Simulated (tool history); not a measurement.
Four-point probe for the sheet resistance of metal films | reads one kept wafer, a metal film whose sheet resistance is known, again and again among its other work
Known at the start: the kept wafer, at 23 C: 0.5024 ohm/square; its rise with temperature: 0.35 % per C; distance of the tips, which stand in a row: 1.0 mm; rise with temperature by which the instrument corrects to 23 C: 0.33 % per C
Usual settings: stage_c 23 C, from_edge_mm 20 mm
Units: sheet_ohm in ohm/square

Run 1, hour 0: usual settings. Result: sheet_ohm 0.503196 ohm/square.
Run 2, hour 11.5: usual settings. Result: sheet_ohm 0.503153 ohm/square.
Run 3, hour 26.2: usual settings. Result: sheet_ohm 0.503377 ohm/square.
Run 4, hour 36.6: usual settings. Result: sheet_ohm 0.503151 ohm/square.
Run 5, hour 43.8: usual settings. Result: sheet_ohm 0.503185 ohm/square.
Run 6, hour 57.7: usual settings. Result: sheet_ohm 0.503113 ohm/square.
At hour 58.8: stage's thermometer calibrated.
Run 7, hour 70.3: usual settings. Result: sheet_ohm 0.502769 ohm/square.
Run 8, hour 85: usual settings. Result: sheet_ohm 0.502833 ohm/square.

Forecast run 9:
Run 9, hour 96.4: usual settings but stage_c 35 C, from_edge_mm 37 mm. Result: sheet_ohm ?.

Run 9 gave sheet_ohm 0.503788 ohm/square.
Without the tool's hidden state the same run would have given sheet_ohm 0.504053 ohm/square.

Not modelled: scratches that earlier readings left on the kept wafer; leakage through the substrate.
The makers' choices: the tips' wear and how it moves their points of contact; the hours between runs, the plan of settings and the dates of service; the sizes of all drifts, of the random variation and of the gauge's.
